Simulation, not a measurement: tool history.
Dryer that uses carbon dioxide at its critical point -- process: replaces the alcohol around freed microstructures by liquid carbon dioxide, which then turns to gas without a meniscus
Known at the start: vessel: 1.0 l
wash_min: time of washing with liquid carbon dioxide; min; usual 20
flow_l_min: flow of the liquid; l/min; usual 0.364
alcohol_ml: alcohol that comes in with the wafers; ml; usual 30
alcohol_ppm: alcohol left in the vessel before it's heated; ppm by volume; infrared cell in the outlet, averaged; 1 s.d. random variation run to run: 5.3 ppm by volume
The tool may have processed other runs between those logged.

run,hour,wash_min,flow_l_min,alcohol_ml,alcohol_ppm
1,0.0,20,0.364,30,328
# hour 54.1: purifier's bed changed
2,62.3,20,0.364,30,204
3,121.2,20,0.364,30,221
4,169.1,20,0.364,30,241
# hour 175.4: inlet filter changed
5,222.7,20,0.226,30,1103
6,255.2,20,0.226,30,1136
7,295.2,20,0.364,30,162
8,331.1,20,0.364,30,189
9,386.6,20,0.364,30,189
10,428.4,20,0.364,30,214
11,483.1,20,0.364,30,221
12,513.5,20,0.364,30,225
13,550.2,20,0.617,30,82
14,577.7,13,0.364,30,1135
15,628.5,13,0.364,30,1121
16,670.7,13,0.364,30,1219
17,695.4,12,0.279,30,3113
18,742.7,20,0.364,117,880
19,774.5,20,0.364,117,899
20,822.4,20,0.302,42,854
21,880.5,20,0.302,42,878
# hour 905.0: inlet filter changed
22,920.3,20,0.404,30,190

Branching from run 22: 5 alternative next runs. What would each branch give?
A,951.1,29,0.404,23,?
B,951.1,20,0.252,30,?
C,951.1,20,0.364,69,?
D,951.1,20,0.229,30,?
E,951.1,30,0.544,53,?

run,alcohol_ppm
A,145
B,848
C,396
D,1171
E,141
Stripped of hidden state, with their random variation kept, the same runs would have yielded:
run,alcohol_ppm
A,7
B,687
C,249
D,1002
E,4
